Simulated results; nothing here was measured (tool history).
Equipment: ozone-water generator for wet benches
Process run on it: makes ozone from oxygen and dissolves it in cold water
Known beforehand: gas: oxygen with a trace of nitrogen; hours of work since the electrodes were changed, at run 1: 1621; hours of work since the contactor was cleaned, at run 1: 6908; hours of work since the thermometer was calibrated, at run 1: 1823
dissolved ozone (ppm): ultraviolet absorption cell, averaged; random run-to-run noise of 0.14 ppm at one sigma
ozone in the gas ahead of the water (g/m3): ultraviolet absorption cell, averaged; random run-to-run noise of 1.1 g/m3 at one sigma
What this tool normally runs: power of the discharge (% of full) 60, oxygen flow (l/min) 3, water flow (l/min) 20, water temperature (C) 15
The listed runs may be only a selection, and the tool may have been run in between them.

run    hour  power of the discharge (% of full)  oxygen flow (l/min)  water flow (l/min)  water temperature (C)  hours of work since the electrodes were changed  hours of work since the contactor was cleaned  hours of work since the thermometer was calibrated  dissolved ozone (ppm)  ozone in the gas ahead of the water (g/m3)
  1       0                                  60                    3                  20                     15                                             1621                                           6908                                                1823                   15.4                                       184.2
         16  -- contactor cleaned
  2   174.6                                  60                    3                  20                     15                                             1746                                            116                                                1949                   15.2                                       184.7
  3   291.8                                  60                    3                  20                     15                                             1832                                            203                                                2035                   15.7                                       185.9
  4   438.7                                  60                    3                  20                     15                                             1940                                            310                                                2143                   15.5                                       187.6
  5   522.6                                  60                    3                  23                     15                                             2002                                            372                                                2204                   13.8                                       186.1
  6   693.7                                  60                 2.14                  20                     15                                             2127                                            498                                                2330                   14.8                                       229.1
  7   851.1                                  60                    3                  20                     18                                             2243                                            613                                                2445                   15.1                                         183
  8   995.4                                  40                 1.57                  17                     15                                             2349                                            719                                                2551                   11.5                                       192.7
  9  1195.1                                  40                 1.57                  17                     15                                             2496                                            866                                                2698                   11.3                                       189.9
 10  1369.5                                  60                  4.4                  30                     14                                             2624                                            994                                                2826                   11.2                                       148.4
 11  1475.8                                  60                 3.95                  26                     12                                             2702                                           1072                                                2904                   12.9                                       157.2
 12  1632.5                                  50                  5.3                  30                     15                                             2817                                           1187                                                3019                    9.7                                         110
 13    1810                                  50                  5.3                  30                     15                                             2947                                           1318                                                3150                    9.5                                       110.6
 14  2014.9                                  44                 2.11                  25                      9                                             3098                                           1468                                                3300                    9.2                                         174

Some steps in ozone in the gas ahead of the water (g/m3), run to run, broken into two amounts with sign: the step expected even without the hidden condition (settings, incoming material, random variation), and the rest, left for the hidden condition together with whatever gauge scatter is not in both the measured and the hidden-condition-free result:
The tool's hidden condition here consists of: yield of the discharge, % of new electrodes'; contactor's efficiency, % of a clean one's; true water temperature over the reading, C; drift of the gauge itself on ozone_ppm, %; drift of the gauge itself on gas_g_m3, %.
Run 13 -> 14: power of the discharge (% of full) 50 -> 44, oxygen flow (l/min) 5.3 -> 2.11, water flow (l/min) 30 -> 25, water temperature (C) 15 -> 9. ozone in the gas ahead of the water (g/m3) +63.4: hidden state +0.8, all else +62.6.

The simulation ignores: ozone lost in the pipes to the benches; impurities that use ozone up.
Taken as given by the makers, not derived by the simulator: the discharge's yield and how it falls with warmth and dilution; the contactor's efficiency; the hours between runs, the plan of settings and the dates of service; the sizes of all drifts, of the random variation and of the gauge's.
